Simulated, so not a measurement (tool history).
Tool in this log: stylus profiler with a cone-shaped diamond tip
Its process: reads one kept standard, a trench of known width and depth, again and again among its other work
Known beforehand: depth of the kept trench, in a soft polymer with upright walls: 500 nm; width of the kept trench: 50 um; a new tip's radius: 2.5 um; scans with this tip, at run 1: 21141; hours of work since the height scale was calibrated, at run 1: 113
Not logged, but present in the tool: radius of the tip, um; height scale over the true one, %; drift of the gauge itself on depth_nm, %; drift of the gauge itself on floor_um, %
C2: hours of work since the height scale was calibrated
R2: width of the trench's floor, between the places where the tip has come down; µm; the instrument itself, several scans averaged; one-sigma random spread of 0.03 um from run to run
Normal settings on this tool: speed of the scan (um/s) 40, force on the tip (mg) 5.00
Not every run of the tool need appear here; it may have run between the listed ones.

Run 1, day 0.000: usual settings; scans with this tip 21141; C2 113. Result: depth of the trench (Å) 5105.4, R2 45.05 µm.
Run 2, day 2.500: usual settings but speed of the scan (um/s) 105; scans with this tip 21543; C2 154. Result: depth of the trench (Å) 5107.2, R2 44.77 µm.
Run 3, day 4.704: usual settings but speed of the scan (um/s) 105; scans with this tip 21898; C2 191. Result: depth of the trench (Å) 5102.1, R2 44.81 µm.
Run 4, day 6.808: usual settings; scans with this tip 22237; C2 226. Result: depth of the trench (Å) 5102.9, R2 44.99 µm.
Run 5, day 10.346: usual settings; scans with this tip 22806; C2 285. Result: depth of the trench (Å) 5100.7, R2 44.97 µm.
Run 6, day 14.908: usual settings; scans with this tip 23540; C2 360. Result: depth of the trench (Å) 5099.6, R2 44.92 µm.
Run 7, day 19.050: usual settings; scans with this tip 24207; C2 429. Result: depth of the trench (Å) 5095.5, R2 44.83 µm.
Run 8, day 24.250: usual settings; scans with this tip 25044; C2 515. Result: depth of the trench (Å) 5094.5, R2 44.80 µm.
Run 9, day 28.746: usual settings; scans with this tip 25767; C2 590. Result: depth of the trench (Å) 5095.3, R2 44.77 µm.
Run 10, day 31.900: usual settings; scans with this tip 26275; C2 642. Result: depth of the trench (Å) 5092.1, R2 44.69 µm.
Run 11, day 36.525: usual settings; scans with this tip 27019; C2 719. Result: depth of the trench (Å) 5093.3, R2 44.74 µm.
Run 12, day 40.783: usual settings; scans with this tip 27705; C2 790. Result: depth of the trench (Å) 5090.4, R2 44.70 µm.
Run 13, day 44.808: usual settings; scans with this tip 28353; C2 857. Result: depth of the trench (Å) 5087.9, R2 44.55 µm.
Run 14, day 49.350: usual settings; scans with this tip 29083; C2 932. Result: depth of the trench (Å) 5084.0, R2 44.59 µm.
Run 15, day 54.225: usual settings; scans with this tip 29868; C2 1013. Result: depth of the trench (Å) 5086.8, R2 44.46 µm.
Run 16, day 57.258: usual settings; scans with this tip 30356; C2 1064. Result: depth of the trench (Å) 5081.3, R2 44.45 µm.
Run 17, day 61.500: usual settings but force on the tip (mg) 14.66; scans with this tip 31039; C2 1134. Result: depth of the trench (Å) 5194.7, R2 44.44 µm.
Run 18, day 64.738: usual settings but force on the tip (mg) 14.66; scans with this tip 31560; C2 1188. Result: depth of the trench (Å) 5196.3, R2 44.53 µm.
Run 19, day 68.833: usual settings but force on the tip (mg) 14.66; scans with this tip 32219; C2 1256. Result: depth of the trench (Å) 5193.6, R2 44.38 µm.
Run 20, day 73.950: usual settings but speed of the scan (um/s) 14; scans with this tip 33042; C2 1341. Result: depth of the trench (Å) 5077.4, R2 44.42 µm.
Run 21, day 78.888: usual settings but speed of the scan (um/s) 14; scans with this tip 33837; C2 1423. Result: depth of the trench (Å) 5074.5, R2 44.38 µm.
Run 22, day 82.154: usual settings but speed of the scan (um/s) 81; scans with this tip 34363; C2 1477. Result: depth of the trench (Å) 5073.0, R2 44.08 µm.
At day 82.596: height scale calibrated on a step standard.
Run 23, day 86.946: usual settings but speed of the scan (um/s) 81; scans with this tip 35130; C2 72. Result: depth of the trench (Å) 5054.3, R2 44.04 µm.
At day 90.838: height scale calibrated on a step standard, once more.
Run 24, day 92.067: usual settings but speed of the scan (um/s) 122; scans with this tip 35951; C2 20. Result: depth of the trench (Å) 5108.2, R2 43.82 µm.
At day 96.079: new tip fitted, height scale calibrated.
Run 25, day 96.562: usual settings but speed of the scan (um/s) 117, force on the tip (mg) 3.28; scans with this tip 77; C2 8. Result: depth of the trench (Å) 5081.0, R2 46.51 µm.
Run 26, day 99.967: usual settings but speed of the scan (um/s) 44, force on the tip (mg) 7.76; scans with this tip 625; C2 65. Result: depth of the trench (Å) 5144.1, R2 46.82 µm.
Run 27, day 103.867: usual settings but speed of the scan (um/s) 44, force on the tip (mg) 7.76; scans with this tip 1253; C2 129. Result: depth of the trench (Å) 5144.2, R2 46.77 µm.
Run 28, day 106.488: usual settings but speed of the scan (um/s) 44, force on the tip (mg) 7.76; scans with this tip 1675; C2 173. Result: depth of the trench (Å) 5141.2, R2 46.71 µm.
Run 29, day 110.075: usual settings but force on the tip (mg) 11.77; scans with this tip 2252; C2 232. Result: depth of the trench (Å) 5190.0, R2 46.73 µm.
Run 30, day 115.217: usual settings but speed of the scan (um/s) 131, force on the tip (mg) 13.68; scans with this tip 3079; C2 318. Result: depth of the trench (Å) 5207.0, R2 46.42 µm.
Run 31, day 117.750: usual settings but speed of the scan (um/s) 79, force on the tip (mg) 2.77; scans with this tip 3487; C2 360. Result: depth of the trench (Å) 5063.1, R2 46.26 µm.
Run 32, day 120.158: usual settings but speed of the scan (um/s) 50, force on the tip (mg) 10.16; scans with this tip 3875; C2 400. Result: depth of the trench (Å) 5166.8, R2 46.46 µm.
Run 33, day 124.917: usual settings but speed of the scan (um/s) 50, force on the tip (mg) 10.16; scans with this tip 4641; C2 479. Result: depth of the trench (Å) 5163.8, R2 46.41 µm.
Run 34, day 128.425: usual settings but speed of the scan (um/s) 21, force on the tip (mg) 4.48; scans with this tip 5205; C2 537. Result: depth of the trench (Å) 5087.6, R2 46.43 µm.
Run 35, day 131.675: usual settings but speed of the scan (um/s) 63, force on the tip (mg) 8.15; scans with this tip 5728; C2 591. Result: depth of the trench (Å) 5134.3, R2 46.29 µm.
Run 36, day 134.500: usual settings but speed of the scan (um/s) 49, force on the tip (mg) 2.91; scans with this tip 6183; C2 638. Result: depth of the trench (Å) 5062.0, R2 46.21 µm.
Run 37, day 138.212: usual settings but speed of the scan (um/s) 15, force on the tip (mg) 2.42; scans with this tip 6780; C2 700. Result: depth of the trench (Å) 5049.7, R2 46.31 µm.
Run 38, day 140.908: usual settings but speed of the scan (um/s) 15, force on the tip (mg) 2.42; scans with this tip 7214; C2 745. Result: depth of the trench (Å) 5048.5, R2 46.23 µm.
Run 39, day 144.871: usual settings but speed of the scan (um/s) 15, force on the tip (mg) 2.42; scans with this tip 7852; C2 810. Result: depth of the trench (Å) 5047.0, R2 46.14 µm.
Run 40, day 148.571: usual settings but speed of the scan (um/s) 111, force on the tip (mg) 2.42; scans with this tip 8447; C2 872. Result: depth of the trench (Å) 5044.2, R2 45.61 µm.
Run 41, day 152.929: usual settings but speed of the scan (um/s) 111, force on the tip (mg) 2.42; scans with this tip 9148; C2 944. Result: depth of the trench (Å) 5045.1, R2 45.60 µm.
Run 42, day 155.388: usual settings but speed of the scan (um/s) 61, force on the tip (mg) 3.91; scans with this tip 9544; C2 985. Result: depth of the trench (Å) 5069.1, R2 45.87 µm.
Run 43, day 160.350: usual settings but speed of the scan (um/s) 52, force on the tip (mg) 7.29; scans with this tip 10343; C2 1068. Result: depth of the trench (Å) 5114.7, R2 45.90 µm.
Run 44, day 162.758: usual settings but speed of the scan (um/s) 60, force on the tip (mg) 3.79; scans with this tip 10730; C2 1107. Result: depth of the trench (Å) 5064.3, R2 45.76 µm.
Run 45, day 166.833: usual settings but speed of the scan (um/s) 35, force on the tip (mg) 3.28; scans with this tip 11386; C2 1175. Result: depth of the trench (Å) 5054.4, R2 45.84 µm.
Run 46, day 169.092: usual settings but speed of the scan (um/s) 35, force on the tip (mg) 3.28; scans with this tip 11750; C2 1213. Result: depth of the trench (Å) 5051.0, R2 45.77 µm.

Each run again, without the hidden state but with its own random variation kept:
run  depth of the trench (Å)     R2
  1                   5109.9  46.83
  2                   5112.5  46.58
  3                   5108.2  46.66
  4                   5109.8  46.86
  5                   5109.1  46.88
  6                   5109.8  46.87
  7                   5107.3  46.83
  8                   5108.4  46.85
  9                   5110.8  46.87
 10                   5108.8  46.82
 11                   5111.9  46.92
 12                   5110.6  46.92
 13                   5109.7  46.82
 14                   5107.6  46.90
 15                   5112.4  46.82
 16                   5108.2  46.84
 17                   5224.0  46.87
 18                   5226.9  46.99
 19                   5225.7  46.88
 20                   5111.1  46.97
 21                   5110.1  46.99
 22                   5109.8  46.71
 23                   5110.3  46.72
 24                   5109.0  46.55
 25                   5083.0  46.50
 26                   5147.4  46.86
 27                   5149.1  46.88
 28                   5147.2  46.86
 29                   5197.6  46.94
 30                   5216.5  46.72
 31                   5073.4  46.61
 32                   5178.2  46.85
 33                   5177.2  46.87
 34                   5102.3  46.95
 35                   5150.4  46.86
 36                   5079.1  46.82
 37                   5068.1  46.98
 38                   5067.8  46.93
 39                   5067.9  46.90
 40                   5066.5  46.42
 41                   5069.1  46.46
 42                   5094.1  46.77
 43                   5142.0  46.86
 44                   5092.2  46.75
 45                   5083.9  46.89
 46                   5081.3  46.86
